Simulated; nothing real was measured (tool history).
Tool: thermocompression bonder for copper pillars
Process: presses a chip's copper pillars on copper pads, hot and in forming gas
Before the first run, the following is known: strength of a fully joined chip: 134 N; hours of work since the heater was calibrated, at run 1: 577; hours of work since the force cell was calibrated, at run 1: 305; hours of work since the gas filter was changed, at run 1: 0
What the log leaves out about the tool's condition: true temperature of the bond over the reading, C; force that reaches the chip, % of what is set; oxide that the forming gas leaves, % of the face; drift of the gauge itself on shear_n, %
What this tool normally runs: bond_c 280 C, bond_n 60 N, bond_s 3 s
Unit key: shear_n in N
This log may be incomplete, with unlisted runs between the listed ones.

run,day,bond_c,bond_n,bond_s,hours of work since the heater was calibrated,hours of work since the force cell was calibrated,hours of work since the gas filter was changed,shear_n
1,0.000,280,60,3,577,305,0,85.1
2,0.629,280,60,3,583,312,7,84.6
3,1.208,306,60,3,589,318,12,101.7
4,2.088,306,60,3,598,326,21,101.8
5,3.325,306,60,3,610,339,34,102.0
6,4.704,306,60,3,624,352,47,101.6
7,6.062,280,60,2,638,366,61,72.5
8,7.267,280,60,2,650,378,73,70.6
9,8.012,280,60,2,657,385,80,70.4
10,8.862,280,60,2,666,394,89,69.9
11,9.667,280,60,2,674,402,97,70.3
12,10.425,280,60,2,681,409,104,69.6
13,11.821,280,60,3,695,423,118,78.7
14,12.788,280,60,4,705,433,128,83.8
# day 13.271: heater calibrated with a thermocouple chip
15,13.779,280,50,4,5,442,137,86.8
16,14.725,280,50,4,14,451,146,84.3
# day 15.338: forming gas filter changed
17,15.700,280,48,3,24,461,4,83.5
18,17.112,280,60,3,38,475,18,92.1
19,18.062,280,60,3,48,485,27,92.0
20,18.971,273,50,5,57,494,36,90.1
21,20.192,306,72,5,69,506,48,121.5
22,21.150,280,49,5,78,515,58,92.5
23,22.525,306,69,3,92,529,72,108.7
24,23.229,303,55,3,99,536,79,99.3
# day 23.421: force cell calibrated
25,24.404,303,55,3,110,10,90,100.3
26,25.588,280,71,2,122,22,102,85.5
27,26.271,280,71,2,129,28,108,86.2
28,27.608,307,66,3,142,42,122,106.5
# day 28.050: force cell calibrated, once more
29,28.467,290,41,4,150,4,130,80.4
30,29.754,270,50,3,163,17,143,69.6
# day 30.854: forming gas filter changed
31,30.892,279,53,4,174,28,0,90.5
32,31.692,279,51,4,182,36,8,87.8
33,32.729,279,51,4,192,46,19,89.1
34,33.458,289,43,2,200,54,26,69.5
35,34.142,263,85,2,206,61,33,81.2
36,34.788,263,85,2,213,67,39,80.0

5 options for the next run, each taken on its own from the tool as it stands now. Forecast them:
A,35.942,292,55,2,224,78,51,?
B,35.942,280,40,2,224,78,51,?
C,35.942,280,60,3,224,78,51,?
D,35.942,280,84,3,224,78,51,?
E,35.942,263,88,3,224,78,51,?

run,shear_n
A,82.5
B,61.0
C,86.2
D,99.2
E,90.8
With no hidden state in the tool, these same runs would have given:
run,shear_n
A,87.2
B,65.0
C,91.0
D,104.1
E,95.9

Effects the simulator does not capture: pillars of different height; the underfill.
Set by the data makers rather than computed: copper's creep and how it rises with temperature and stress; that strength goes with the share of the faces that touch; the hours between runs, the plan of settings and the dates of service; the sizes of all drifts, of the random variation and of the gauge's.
